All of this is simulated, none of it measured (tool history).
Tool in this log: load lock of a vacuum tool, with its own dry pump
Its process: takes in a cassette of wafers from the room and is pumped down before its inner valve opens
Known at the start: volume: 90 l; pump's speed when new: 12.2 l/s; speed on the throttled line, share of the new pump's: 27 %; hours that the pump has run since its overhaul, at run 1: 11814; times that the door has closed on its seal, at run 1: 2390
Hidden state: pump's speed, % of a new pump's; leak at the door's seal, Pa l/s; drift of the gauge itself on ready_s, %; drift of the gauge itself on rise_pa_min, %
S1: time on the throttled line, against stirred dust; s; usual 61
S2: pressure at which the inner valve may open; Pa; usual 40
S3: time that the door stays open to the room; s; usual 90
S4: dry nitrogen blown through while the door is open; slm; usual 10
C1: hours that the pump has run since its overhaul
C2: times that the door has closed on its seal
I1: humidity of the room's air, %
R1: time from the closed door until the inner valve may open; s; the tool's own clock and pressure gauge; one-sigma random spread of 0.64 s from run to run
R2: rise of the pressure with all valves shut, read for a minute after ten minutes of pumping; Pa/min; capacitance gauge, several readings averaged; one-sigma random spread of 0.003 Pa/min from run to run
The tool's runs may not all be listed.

run 1 day=0.000 | S1=61 S2=40 S3=90 S4=10 | C1=11814 C2=2390 | I1=43.2 | R1=106.4 R2=0.033
run 2 day=3.638 | S1=61 S2=40 S3=90 S4=10 | C1=11901 C2=2651 | I1=46.1 | R1=105.5 R2=0.030
run 3 day=11.892 | S1=34 S2=40 S3=90 S4=10 | C1=12100 C2=3244 | I1=43.6 | R1=87.5 R2=0.032
run 4 day=19.058 | S1=40 S2=40 S3=90 S4=10 | C1=12272 C2=3758 | I1=47.9 | R1=90.5 R2=0.034
run 5 day=26.512 | S1=40 S2=40 S3=90 S4=10 | C1=12450 C2=4294 | I1=45.7 | R1=91.5 R2=0.038
run 6 day=32.271 | S1=36 S2=40 S3=90 S4=10 | C1=12589 C2=4707 | I1=48.0 | R1=89.0 R2=0.037
run 7 day=38.938 | S1=36 S2=54 S3=90 S4=10 | C1=12749 C2=5186 | I1=43.6 | R1=85.9 R2=0.041
run 8 day=43.800 | S1=36 S2=51 S3=90 S4=8 | C1=12865 C2=5536 | I1=45.0 | R1=86.5 R2=0.044

Forecast run 9:
run 9 day=49.879 | S1=36 S2=51 S3=65 S4=4 | C1=13011 C2=5972 | I1=44.9 | R1=? R2=?

R1: 86.9 s
R2: 0.047 Pa/min
On a tool with no hidden condition, and with the same random variation, this run would have come out at R1 82.1 s, R2 0.037 Pa/min.
